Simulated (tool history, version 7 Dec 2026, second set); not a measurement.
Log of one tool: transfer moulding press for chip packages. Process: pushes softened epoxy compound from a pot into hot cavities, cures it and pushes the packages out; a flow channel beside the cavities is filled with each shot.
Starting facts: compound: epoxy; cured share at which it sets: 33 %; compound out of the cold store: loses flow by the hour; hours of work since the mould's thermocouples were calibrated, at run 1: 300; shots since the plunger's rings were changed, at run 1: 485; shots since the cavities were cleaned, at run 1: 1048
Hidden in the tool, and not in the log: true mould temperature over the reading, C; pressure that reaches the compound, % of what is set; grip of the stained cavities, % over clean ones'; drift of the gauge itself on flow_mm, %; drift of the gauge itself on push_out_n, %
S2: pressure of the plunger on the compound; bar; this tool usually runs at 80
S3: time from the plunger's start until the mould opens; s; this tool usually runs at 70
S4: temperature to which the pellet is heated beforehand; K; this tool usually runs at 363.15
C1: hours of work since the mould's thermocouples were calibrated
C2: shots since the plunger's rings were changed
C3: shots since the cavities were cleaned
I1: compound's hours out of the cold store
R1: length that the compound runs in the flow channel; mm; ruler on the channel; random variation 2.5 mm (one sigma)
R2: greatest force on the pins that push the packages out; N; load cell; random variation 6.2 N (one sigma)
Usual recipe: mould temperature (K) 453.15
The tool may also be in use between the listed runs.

run 1 hour=0 | mould_temperature_(K)=453.15 S2=80 S3=70 S4=363.15 | C1=300 C2=485 C3=1048 | I1=39.1 | R1=675 R2=342
-- hour=6.9 cavities cleaned with cleaning compound and waxed
run 2 hour=23.1 | mould_temperature_(K)=453.15 S2=80 S3=70 S4=363.15 | C1=317 C2=921 C3=327 | I1=28.9 | R1=694 R2=301
run 3 hour=56.1 | mould_temperature_(K)=453.15 S2=80 S3=70 S4=363.15 | C1=342 C2=1585 C3=991 | I1=21.1 | R1=705 R2=327
-- hour=67.1 cavities cleaned with cleaning compound and waxed
run 4 hour=90.2 | mould_temperature_(K)=453.15 S2=80 S3=70 S4=363.15 | C1=367 C2=2243 C3=465 | I1=14.7 | R1=719 R2=311
-- hour=127 cavities cleaned with cleaning compound and waxed
run 5 hour=129.2 | mould_temperature_(K)=453.15 S2=80 S3=81 S4=363.15 | C1=396 C2=2999 C3=44 | I1=18.1 | R1=704 R2=215
run 6 hour=149.7 | mould_temperature_(K)=453.15 S2=80 S3=81 S4=363.15 | C1=412 C2=3413 C3=458 | I1=31.4 | R1=673 R2=260
run 7 hour=168.6 | mould_temperature_(K)=453.15 S2=80 S3=81 S4=363.15 | C1=427 C2=3794 C3=839 | I1=16.3 | R1=702 R2=271
-- hour=185.7 cavities cleaned with cleaning compound and waxed
run 8 hour=209 | mould_temperature_(K)=453.15 S2=71.5 S3=70 S4=363.15 | C1=457 C2=4578 C3=470 | I1=40.9 | R1=611 R2=307
-- hour=213.4 plunger's sealing rings changed
-- hour=246.7 cavities cleaned with cleaning compound and waxed
run 9 hour=251.5 | mould_temperature_(K)=446.15 S2=80 S3=70 S4=363.15 | C1=487 C2=737 C3=97 | I1=32.3 | R1=699 R2=393
run 10 hour=284.7 | mould_temperature_(K)=446.15 S2=80 S3=70 S4=363.15 | C1=513 C2=1407 C3=767 | I1=43.7 | R1=669 R2=464
-- hour=306.9 cavities cleaned with cleaning compound and waxed
run 11 hour=309.8 | mould_temperature_(K)=446.15 S2=80 S3=70 S4=363.15 | C1=531 C2=1883 C3=58 | I1=24.4 | R1=706 R2=397
-- hour=315.6 mould's thermocouples calibrated
run 12 hour=331.3 | mould_temperature_(K)=453.15 S2=80 S3=70 S4=371.15 | C1=12 C2=2275 C3=450 | I1=44.6 | R1=649 R2=287
run 13 hour=348.8 | mould_temperature_(K)=453.15 S2=80 S3=70 S4=371.15 | C1=26 C2=2628 C3=803 | I1=14.4 | R1=712 R2=313
-- hour=367.9 cavities cleaned with cleaning compound and waxed
run 14 hour=374.7 | mould_temperature_(K)=454.15 S2=77.3 S3=70 S4=371.15 | C1=45 C2=3121 C3=137 | I1=43.4 | R1=632 R2=245
run 15 hour=410.4 | mould_temperature_(K)=448.15 S2=94.9 S3=105 S4=363.15 | C1=72 C2=3840 C3=856 | I1=45.4 | R1=698 R2=262
-- hour=427.6 cavities cleaned with cleaning compound and waxed
run 16 hour=429.6 | mould_temperature_(K)=448.15 S2=96.9 S3=70 S4=360.15 | C1=86 C2=4198 C3=40 | I1=25.7 | R1=754 R2=322
-- hour=452.7 plunger's sealing rings changed
run 17 hour=473.1 | mould_temperature_(K)=448.15 S2=96.9 S3=70 S4=360.15 | C1=118 C2=413 C3=867 | I1=20.9 | R1=793 R2=439
-- hour=488.9 mould's thermocouples calibrated, once more
-- hour=490.4 cavities cleaned with cleaning compound and waxed
run 18 hour=498.2 | mould_temperature_(K)=453.15 S2=75.7 S3=85 S4=368.15 | C1=6 C2=848 C3=159 | I1=26.3 | R1=681 R2=219

Run 19 is up next; what results do you expect?
run 19 hour=524.1 | mould_temperature_(K)=458.15 S2=80 S3=70 S4=370.15 | C1=26 C2=1370 C3=681 | I1=27.3 | R1=? R2=?

Run 19 gave R1 685 mm, R2 269 N.
Take away the tool's hidden state, keep the run-to-run variation as it was, and the same run would have given R1 696 mm, R2 199 N.

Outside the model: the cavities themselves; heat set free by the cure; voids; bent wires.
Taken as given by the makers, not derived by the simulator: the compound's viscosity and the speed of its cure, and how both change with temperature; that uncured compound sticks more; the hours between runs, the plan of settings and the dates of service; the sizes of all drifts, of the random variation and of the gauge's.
